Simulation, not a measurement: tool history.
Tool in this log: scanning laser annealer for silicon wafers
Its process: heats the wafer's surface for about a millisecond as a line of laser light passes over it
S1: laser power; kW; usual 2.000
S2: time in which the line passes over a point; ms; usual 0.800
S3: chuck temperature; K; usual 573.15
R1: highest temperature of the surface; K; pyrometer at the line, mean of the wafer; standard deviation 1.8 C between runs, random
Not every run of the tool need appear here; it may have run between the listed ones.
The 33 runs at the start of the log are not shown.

run 34 hour=450.5 | S1=1.981 S2=0.716 S3=550.15 | R1=1232.15
run 35 hour=468.5 | S1=2.000 S2=0.639 S3=583.15 | R1=1231.15
run 36 hour=485.0 | S1=2.073 S2=0.751 S3=572.15 | R1=1309.15
run 37 hour=499.0 | S1=2.073 S2=0.621 S3=572.15 | R1=1234.15
run 38 hour=517.8 | S1=1.782 S2=0.871 S3=603.15 | R1=1269.15
run 39 hour=525.8 | S1=2.000 S2=0.920 S3=552.15 | R1=1340.15
run 40 hour=542.1 | S1=2.000 S2=0.802 S3=610.15 | R1=1339.15
run 41 hour=552.9 | S1=2.064 S2=0.684 S3=573.15 | R1=1265.15

Here are 3 independent what-if runs from the current tool condition. What would each one return?
run A hour=570.5 | S1=2.000 S2=0.631 S3=573.15 | R1=?
run B hour=570.5 | S1=2.000 S2=0.604 S3=573.15 | R1=?
run C hour=570.5 | S1=2.079 S2=0.932 S3=573.15 | R1=?

run=A R1=1215.15
run=B R1=1197.15
run=C R1=1404.15
The same runs, with their run-to-run variation unchanged, on a tool lacking any hidden condition would have given:
run=A R1=1224.15
run=B R1=1205.15
run=C R1=1415.15
